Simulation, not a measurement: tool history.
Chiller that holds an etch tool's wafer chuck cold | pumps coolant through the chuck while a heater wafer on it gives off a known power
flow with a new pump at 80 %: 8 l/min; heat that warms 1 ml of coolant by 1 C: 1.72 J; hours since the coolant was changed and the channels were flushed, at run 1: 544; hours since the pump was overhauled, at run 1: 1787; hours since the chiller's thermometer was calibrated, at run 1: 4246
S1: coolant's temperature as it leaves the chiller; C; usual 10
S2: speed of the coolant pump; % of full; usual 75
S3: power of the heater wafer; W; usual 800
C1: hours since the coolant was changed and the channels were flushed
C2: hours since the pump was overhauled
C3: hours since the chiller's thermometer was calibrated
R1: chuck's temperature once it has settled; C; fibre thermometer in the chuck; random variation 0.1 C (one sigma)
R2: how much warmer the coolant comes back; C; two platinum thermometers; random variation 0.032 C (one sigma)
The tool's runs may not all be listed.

Run 1, hour 0.0: usual settings; C1 544; C2 1787; C3 4246. Result: R1 16.8 C, R2 3.82 C.
Run 2, hour 194.4: usual settings; C1 738; C2 1981; C3 4440. Result: R1 16.7 C, R2 3.87 C.
Run 3, hour 347.8: usual settings; C1 892; C2 2135; C3 4593. Result: R1 17.1 C, R2 3.83 C.
Run 4, hour 546.2: usual settings; C1 1090; C2 2333; C3 4792. Result: R1 17.1 C, R2 3.92 C.
At hour 565.8: chiller's thermometer calibrated.
Run 5, hour 701.7: usual settings; C1 1245; C2 2488; C3 136. Result: R1 17.5 C, R2 3.85 C.
Run 6, hour 859.7: usual settings; C1 1403; C2 2646; C3 294. Result: R1 17.4 C, R2 3.87 C.
Run 7, hour 1020.0: usual settings; C1 1563; C2 2806; C3 454. Result: R1 17.4 C, R2 3.95 C.
Run 8, hour 1128.6: usual settings; C1 1671; C2 2915; C3 563. Result: R1 17.3 C, R2 3.95 C.
Run 9, hour 1221.8: usual settings but S2 68 % of full; C1 1765; C2 3008; C3 656. Result: R1 17.9 C, R2 4.36 C.
Run 10, hour 1347.2: usual settings but S1 17 C, S2 68 % of full, S3 963 W; C1 1890; C2 3133; C3 781. Result: R1 26.8 C, R2 5.26 C.
Run 11, hour 1550.6: usual settings but S1 12 C, S2 88 % of full; C1 2093; C2 3337; C3 985. Result: R1 18.4 C, R2 3.37 C.
Run 12, hour 1716.0: usual settings but S1 12 C, S2 88 % of full; C1 2259; C2 3502; C3 1150. Result: R1 18.4 C, R2 3.35 C.
Run 13, hour 1874.1: usual settings but S1 12 C, S2 80 % of full, S3 427 W; C1 2417; C2 3660; C3 1308. Result: R1 15.8 C, R2 1.97 C.
Run 14, hour 2033.3: usual settings but S1 14 C, S2 80 % of full; C1 2576; C2 3819; C3 1467. Result: R1 21.3 C, R2 3.70 C.
Run 15, hour 2118.9: usual settings but S1 15 C, S2 81 % of full, S3 453 W; C1 2662; C2 3905; C3 1553. Result: R1 18.8 C, R2 2.06 C.
Run 16, hour 2212.9: usual settings but S1 16 C; C1 2756; C2 3999; C3 1647. Result: R1 23.6 C, R2 4.00 C.
Run 17, hour 2384.5: usual settings but S1 16 C, S3 588 W; C1 2927; C2 4171; C3 1819. Result: R1 21.5 C, R2 2.93 C.

The same runs without the tool's hidden state, with the same run-to-run variation:
The hidden state here: heat passed by the chuck's channels, % of clean ones'; flow at a given pump speed, % of a new pump's; coolant's true temperature over the reading, C; drift of the gauge itself on chuck_c, C; drift of the gauge itself on warmer_back_c, C.
run    R1    R2
  1  16.7  3.69
  2  16.6  3.73
  3  17.0  3.68
  4  16.9  3.76
  5  17.1  3.68
  6  16.9  3.69
  7  16.9  3.76
  8  16.8  3.75
  9  17.3  4.13
 10  26.1  4.97
 11  17.8  3.17
 12  17.8  3.15
 13  15.5  1.85
 14  20.6  3.46
 15  18.5  1.92
 16  22.9  3.73
 17  21.0  2.73
